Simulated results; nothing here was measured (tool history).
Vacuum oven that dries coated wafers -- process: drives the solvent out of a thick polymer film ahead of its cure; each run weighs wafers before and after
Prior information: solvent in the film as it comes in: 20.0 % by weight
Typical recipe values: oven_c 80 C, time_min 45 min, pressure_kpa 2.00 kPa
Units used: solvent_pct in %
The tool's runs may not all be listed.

run,hour,oven_c,time_min,pressure_kpa,solvent_pct
1,0.0,80,45,2.00,4.41
2,23.6,80,42,2.00,4.68
3,52.6,69,42,2.00,8.10
4,85.3,69,42,2.00,8.12
5,119.6,80,45,2.00,4.37
# hour 141.9: oven's thermocouples calibrated
6,144.9,80,45,2.00,4.96
7,163.1,80,61,2.00,3.80
8,191.0,80,61,2.00,3.77
9,212.9,80,61,2.00,3.73
10,252.9,85,45,2.00,3.62
11,284.5,85,45,2.00,3.69
12,310.3,85,45,2.00,3.62
13,349.0,84,45,2.00,3.96
14,383.1,84,45,2.00,3.93
15,422.4,84,45,2.00,3.94
16,451.5,80,41,2.00,5.38
17,480.9,84,61,2.27,3.14

Estimate the outcome of run 18 from the log above:
18,513.5,84,61,2.27,?

solvent_pct: 3.16 %
With the hidden condition absent and the run-to-run variation left alone, this run would have shown solvent_pct 3.04 %.
